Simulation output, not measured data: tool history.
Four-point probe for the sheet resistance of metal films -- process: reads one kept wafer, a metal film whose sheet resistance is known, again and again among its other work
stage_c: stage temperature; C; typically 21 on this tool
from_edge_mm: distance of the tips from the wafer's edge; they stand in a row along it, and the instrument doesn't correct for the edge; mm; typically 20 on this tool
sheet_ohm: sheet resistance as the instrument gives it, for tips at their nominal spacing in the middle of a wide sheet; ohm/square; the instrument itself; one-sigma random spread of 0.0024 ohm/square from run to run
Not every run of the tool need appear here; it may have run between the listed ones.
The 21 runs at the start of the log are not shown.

run,hour,stage_c,from_edge_mm,sheet_ohm
22,1517.5,21,20,12.06254
23,1591.4,26,20,12.113833
24,1667.4,27,12,12.170716
# hour 1704.8: stage's thermometer calibrated
25,1748.8,23,39,12.097954
26,1834.4,27,12,12.198192
27,1891.2,27,12,12.199392
28,1939.3,33,20,12.206902
29,1991.1,31,7,12.374929
30,2035.2,25,10,12.202413
31,2110.6,22,46,12.076758
32,2163.3,24,19,12.120846
33,2230.2,24,19,12.118368
34,2270.3,24,19,12.111337
35,2349.3,24,19,12.113236
36,2433.9,24,19,12.115331
37,2501.1,28,20,12.14735
38,2541.8,28,17,12.154997
39,2613.4,31,4,12.770711
40,2702.5,21,11,12.130405
41,2750.1,20,29,12.051315
42,2838.1,27,30,12.11783
43,2882.3,19,16,12.061367
44,2936.6,29,26,12.139375
45,2990.2,22,26,12.070275

Alternative continuations, all from the tool just after run 45; predict every row:
A,3063.8,25,20,?
B,3063.8,22,6,?
C,3063.8,21,6,?

run,sheet_ohm
A,12.107438
B,12.336337
C,12.323757
Had the tool no hidden state, the same runs would have come out as:
run,sheet_ohm
A,12.125728
B,12.355042
C,12.342472
